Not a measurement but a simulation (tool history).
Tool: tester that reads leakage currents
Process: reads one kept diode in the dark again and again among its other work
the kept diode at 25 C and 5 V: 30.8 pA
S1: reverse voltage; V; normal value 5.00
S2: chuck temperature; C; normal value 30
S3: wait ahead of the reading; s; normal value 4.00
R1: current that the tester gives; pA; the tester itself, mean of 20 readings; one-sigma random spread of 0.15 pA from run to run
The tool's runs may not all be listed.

Run 1, day 0.000: usual settings. Result: R1 46.59 pA.
Run 2, day 4.896: usual settings but S3 0.86 s. Result: R1 47.63 pA.
Run 3, day 8.554: usual settings but S3 9.72 s. Result: R1 46.39 pA.
Run 4, day 11.667: usual settings but S1 9.22 V. Result: R1 60.60 pA.
Run 5, day 16.112: usual settings but S1 9.22 V. Result: R1 60.51 pA.
Run 6, day 20.021: usual settings but S1 1.09 V. Result: R1 24.55 pA.
Run 7, day 23.779: usual settings but S1 1.09 V. Result: R1 24.56 pA.
Run 8, day 26.704: usual settings but S1 1.09 V. Result: R1 24.68 pA.
Run 9, day 28.950: usual settings but S1 1.09 V. Result: R1 24.66 pA.
Run 10, day 32.946: usual settings but S1 1.09 V, S2 21 C. Result: R1 11.91 pA.
Run 11, day 35.658: usual settings but S3 1.69 s. Result: R1 46.88 pA.
Run 12, day 40.554: usual settings but S2 29 C. Result: R1 43.00 pA.
Run 13, day 44.429: usual settings but S3 0.52 s. Result: R1 48.68 pA.
Run 14, day 47.975: usual settings but S1 2.10 V. Result: R1 32.43 pA.
Run 15, day 52.417: usual settings but S1 2.10 V. Result: R1 32.33 pA.
Run 16, day 56.208: usual settings but S3 0.48 s. Result: R1 48.51 pA.
At day 57.850: chuck's temperature calibrated.
Run 17, day 59.100: usual settings but S3 0.48 s. Result: R1 48.75 pA.
Run 18, day 62.183: usual settings but S3 0.48 s. Result: R1 48.65 pA.
Run 19, day 64.217: usual settings. Result: R1 46.72 pA.
Run 20, day 66.875: usual settings. Result: R1 46.77 pA.
Run 21, day 69.979: usual settings. Result: R1 46.38 pA.
Run 22, day 72.196: usual settings but S2 32 C. Result: R1 54.94 pA.
Run 23, day 75.825: usual settings but S1 1.22 V, S2 55 C, S3 0.76 s. Result: R1 162.47 pA.
Run 24, day 78.675: usual settings but S1 1.22 V, S2 55 C, S3 0.76 s. Result: R1 162.59 pA.
Run 25, day 82.875: usual settings but S1 9.32 V, S2 44 C. Result: R1 175.06 pA.
Run 26, day 87.650: usual settings but S1 10.29 V, S3 1.64 s. Result: R1 63.92 pA.
Run 27, day 91.525: usual settings but S1 12.93 V, S2 51 C, S3 0.53 s. Result: R1 337.03 pA.
Run 28, day 95.529: usual settings but S1 5.71 V, S2 42 C, S3 1.64 s. Result: R1 123.33 pA.
Run 29, day 99.092: usual settings but S1 2.07 V, S2 24 C, S3 0.34 s. Result: R1 21.05 pA.
Run 30, day 101.342: usual settings but S1 2.07 V, S2 24 C, S3 6.15 s. Result: R1 19.91 pA.
Run 31, day 104.650: usual settings but S1 2.07 V, S2 24 C, S3 6.15 s. Result: R1 19.75 pA.
Run 32, day 109.600: usual settings but S1 2.07 V, S2 24 C, S3 6.15 s. Result: R1 19.79 pA.
Run 33, day 111.754: usual settings but S2 22 C. Result: R1 24.35 pA.
Run 34, day 114.958: usual settings but S1 1.66 V, S2 35 C, S3 0.44 s. Result: R1 44.21 pA.
Run 35, day 118.138: usual settings but S1 1.66 V, S2 35 C, S3 0.44 s. Result: R1 44.40 pA.
At day 120.038: probe card cleaned and baked.
Run 36, day 121.392: usual settings but S1 1.66 V, S2 35 C, S3 0.44 s. Result: R1 44.03 pA.
Run 37, day 124.717: usual settings but S1 1.66 V, S2 35 C, S3 0.44 s. Result: R1 44.16 pA.
Run 38, day 126.854: usual settings but S1 13.26 V, S2 35 C, S3 1.29 s. Result: R1 105.38 pA.
Run 39, day 129.350: usual settings but S1 5.46 V, S2 24 C, S3 0.35 s. Result: R1 33.11 pA.
Run 40, day 133.400: usual settings but S1 5.46 V, S2 24 C, S3 0.35 s. Result: R1 33.16 pA.

3 options for the next run, each taken on its own from the tool as it stands now. Forecast them:
Run A, day 136.096: usual settings but S2 39 C. Result: R1 ?.
Run B, day 136.096: usual settings but S1 8.66 V, S2 24 C, S3 4.21 s. Result: R1 ?.
Run C, day 136.096: usual settings but S1 3.13 V. Result: R1 ?.

run     R1
  A  93.16
  B  36.34
  C  38.56
With no hidden state in the tool, these same runs would have given:
run     R1
  A  93.15
  B  36.34
  C  38.56
